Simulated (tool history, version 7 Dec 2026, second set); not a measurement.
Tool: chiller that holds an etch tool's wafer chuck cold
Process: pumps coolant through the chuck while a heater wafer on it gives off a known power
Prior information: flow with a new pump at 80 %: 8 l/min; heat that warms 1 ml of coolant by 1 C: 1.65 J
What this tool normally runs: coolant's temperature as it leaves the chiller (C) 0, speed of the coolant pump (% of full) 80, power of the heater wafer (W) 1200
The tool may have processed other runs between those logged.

run   hour  coolant's temperature as it leaves the chiller (C)  speed of the coolant pump (% of full)  power of the heater wafer (W)  chuck's temperature once it has settled (C)  how much warmer the coolant comes back (C)
  1      0                                                   0                                     80                           1200                                         12.9                                        5.46
  2   26.3                                                   0                                     80                            783                                          8.5                                        3.55
  3   57.4                                                   0                                     80                            914                                          9.9                                        4.15
  4   96.1                                                   0                                     80                            811                                          8.9                                        3.71
  5    143                                                   0                                     80                            811                                          8.7                                        3.66
  6  183.8                                                   0                                     80                            811                                          8.6                                        3.68
  7  219.7                                                   0                                     80                            811                                          8.8                                        3.63
  8  269.3                                                   1                                     80                            811                                          9.7                                        3.67
  9    324                                                   1                                     80                            811                                          9.5                                        3.73
 10  362.1                                                   8                                     61                           1200                                         23.6                                        7.29
 11    392                                                  -7                                     80                           1200                                          5.9                                        5.41
 12  446.8                                                   0                                     79                            898                                          9.8                                        4.23
 13  476.2                                                  -1                                     74                            825                                          8.3                                        4.06
 14  530.3                                                  -1                                     86                            825                                          7.4                                        3.44
 15  563.1                                                   2                                     80                            889                                         11.5                                        4.02
 16  596.2                                                   3                                     70                           1286                                         18.1                                        6.79
 17  630.9                                                   0                                     73                            689                                          7.9                                        3.51
     674.2  -- coolant changed, channels flushed
 18  684.4                                                   9                                     76                           1346                                         23.9                                        6.56

Consider 5 possible next runs. They are alternatives, not a sequence: every one starts from the tool as it was left by run 18. What does each give?
  A  725.3                                                  -2                                     90                           1249                                            ?                                           ?
  B  725.3                                                  -4                                     77                           1083                                            ?                                           ?
  C  725.3                                                  -4                                     61                            629                                            ?                                           ?
  D  725.3                                                   9                                     85                           1585                                            ?                                           ?
  E  725.3                                                   0                                     80                           1058                                            ?                                           ?

run  chuck's temperature once it has settled (C)  how much warmer the coolant comes back (C)
  A                                         10.4                                        4.98
  B                                            8                                        5.13
  C                                          4.2                                        3.86
  D                                         25.2                                         6.7
  E                                         11.4                                        4.86
Take away the tool's hidden state, keep each run's random variation, and the runs would have read:
run  chuck's temperature once it has settled (C)  how much warmer the coolant comes back (C)
  A                                         10.4                                        4.98
  B                                            8                                        5.13
  C                                          4.2                                        3.86
  D                                         25.2                                        6.69
  E                                         11.4                                        4.86
